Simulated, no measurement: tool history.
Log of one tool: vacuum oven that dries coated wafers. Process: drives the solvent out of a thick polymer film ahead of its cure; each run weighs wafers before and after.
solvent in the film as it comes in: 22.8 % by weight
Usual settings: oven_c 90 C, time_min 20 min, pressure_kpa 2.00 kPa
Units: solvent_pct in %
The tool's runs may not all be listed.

run,hour,oven_c,time_min,pressure_kpa,solvent_pct
1,0.0,90,20,2.00,2.08
2,39.6,90,20,2.00,2.04
3,79.0,90,20,2.00,2.03
4,115.7,90,20,1.19,1.86
5,156.3,90,20,2.00,2.02
6,205.3,90,20,2.00,2.03
7,252.5,90,20,2.00,2.01
8,304.5,90,20,3.23,2.27
9,342.7,90,20,3.23,2.23
10,369.8,90,27,3.23,1.43
11,420.7,87,13,5.66,6.16
12,450.6,93,20,1.37,1.13
13,486.0,100,14,6.78,1.67
14,531.3,76,20,2.24,8.23
15,568.1,102,20,2.00,0.42
16,623.8,102,20,2.00,0.40
17,671.9,102,20,2.00,0.40
18,715.2,102,20,2.00,0.38
19,764.6,75,21,2.00,8.29

Forecast each of these 3 alternatives for the next run:
A,791.7,104,12,2.00,?
B,791.7,75,29,3.84,?
C,791.7,90,11,2.00,?

run,solvent_pct
A,0.65
B,6.87
C,4.90
Without the tool's hidden state the same runs would have given:
run,solvent_pct
A,0.73
B,7.37
C,5.35
